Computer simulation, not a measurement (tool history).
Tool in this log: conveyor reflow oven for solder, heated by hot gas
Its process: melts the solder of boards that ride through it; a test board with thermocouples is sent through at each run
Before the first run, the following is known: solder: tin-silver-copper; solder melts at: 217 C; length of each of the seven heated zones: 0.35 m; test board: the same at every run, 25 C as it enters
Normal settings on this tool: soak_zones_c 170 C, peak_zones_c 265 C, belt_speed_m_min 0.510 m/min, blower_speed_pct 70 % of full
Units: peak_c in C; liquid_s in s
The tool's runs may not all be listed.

run 1 hour=0.0 | soak_zones_c=170 peak_zones_c=265 belt_speed_m_min=0.510 blower_speed_pct=70 | peak_c=246.2 liquid_s=55.5
run 2 hour=54.9 | soak_zones_c=170 peak_zones_c=265 belt_speed_m_min=0.510 blower_speed_pct=70 | peak_c=246.2 liquid_s=56.2
run 3 hour=105.4 | soak_zones_c=170 peak_zones_c=265 belt_speed_m_min=0.510 blower_speed_pct=70 | peak_c=245.6 liquid_s=55.6
run 4 hour=149.1 | soak_zones_c=170 peak_zones_c=265 belt_speed_m_min=0.510 blower_speed_pct=70 | peak_c=245.3 liquid_s=55.5
run 5 hour=190.7 | soak_zones_c=170 peak_zones_c=265 belt_speed_m_min=0.595 blower_speed_pct=70 | peak_c=240.4 liquid_s=41.3
-- hour=221.6 thermocouples of zones 6 and 7 changed
run 6 hour=231.8 | soak_zones_c=170 peak_zones_c=265 belt_speed_m_min=0.595 blower_speed_pct=70 | peak_c=243.2 liquid_s=44.5
run 7 hour=281.1 | soak_zones_c=170 peak_zones_c=265 belt_speed_m_min=0.595 blower_speed_pct=70 | peak_c=243.3 liquid_s=44.0
-- hour=301.3 belt drive overhauled, speed set with a stopwatch
-- hour=309.8 flux residue cleaned out of gas plates and filters
run 8 hour=330.2 | soak_zones_c=170 peak_zones_c=265 belt_speed_m_min=0.595 blower_speed_pct=70 | peak_c=243.0 liquid_s=43.1
run 9 hour=378.7 | soak_zones_c=170 peak_zones_c=265 belt_speed_m_min=0.580 blower_speed_pct=70 | peak_c=244.2 liquid_s=45.4
run 10 hour=430.0 | soak_zones_c=170 peak_zones_c=265 belt_speed_m_min=0.580 blower_speed_pct=70 | peak_c=243.9 liquid_s=45.4
run 11 hour=452.9 | soak_zones_c=163 peak_zones_c=265 belt_speed_m_min=0.493 blower_speed_pct=66 | peak_c=247.5 liquid_s=55.7
run 12 hour=481.7 | soak_zones_c=159 peak_zones_c=262 belt_speed_m_min=0.577 blower_speed_pct=57 | peak_c=235.7 liquid_s=32.7
run 13 hour=506.6 | soak_zones_c=175 peak_zones_c=262 belt_speed_m_min=0.577 blower_speed_pct=57 | peak_c=239.6 liquid_s=42.1
run 14 hour=530.0 | soak_zones_c=170 peak_zones_c=265 belt_speed_m_min=0.446 blower_speed_pct=70 | peak_c=252.0 liquid_s=70.2
run 15 hour=555.2 | soak_zones_c=170 peak_zones_c=265 belt_speed_m_min=0.585 blower_speed_pct=70 | peak_c=243.3 liquid_s=43.9
run 16 hour=605.1 | soak_zones_c=172 peak_zones_c=271 belt_speed_m_min=0.453 blower_speed_pct=52 | peak_c=253.1 liquid_s=69.6
run 17 hour=632.8 | soak_zones_c=172 peak_zones_c=271 belt_speed_m_min=0.453 blower_speed_pct=52 | peak_c=252.8 liquid_s=70.2
run 18 hour=671.7 | soak_zones_c=172 peak_zones_c=263 belt_speed_m_min=0.517 blower_speed_pct=51 | peak_c=241.0 liquid_s=48.6
-- hour=693.2 flux residue cleaned out of gas plates and filters
run 19 hour=710.1 | soak_zones_c=172 peak_zones_c=265 belt_speed_m_min=0.535 blower_speed_pct=51 | peak_c=242.3 liquid_s=48.1

The logged runs with the hidden state left out (each run's random variation unchanged):
Unlogged tool condition in this case: heat that the gas passes to the board, % of a clean oven's; belt's true speed, % of the reading; true gas temperature in zones 6 and 7 over the reading, C; drift of the gauge itself on peak_c, C; drift of the gauge itself on liquid_s, %.
run=1 peak_c=249.1 liquid_s=56.9
run=2 peak_c=249.3 liquid_s=57.7
run=3 peak_c=248.8 liquid_s=57.2
run=4 peak_c=248.7 liquid_s=57.3
run=5 peak_c=243.8 liquid_s=43.6
run=6 peak_c=243.5 liquid_s=43.8
run=7 peak_c=243.7 liquid_s=43.4
run=8 peak_c=243.4 liquid_s=43.3
run=9 peak_c=244.8 liquid_s=45.8
run=10 peak_c=244.6 liquid_s=46.0
run=11 peak_c=248.3 liquid_s=56.3
run=12 peak_c=236.6 liquid_s=33.6
run=13 peak_c=240.6 liquid_s=43.0
run=14 peak_c=253.1 liquid_s=70.7
run=15 peak_c=244.5 liquid_s=44.8
run=16 peak_c=254.3 liquid_s=70.2
run=17 peak_c=254.1 liquid_s=70.9
run=18 peak_c=242.4 liquid_s=49.9
run=19 peak_c=243.1 liquid_s=48.5
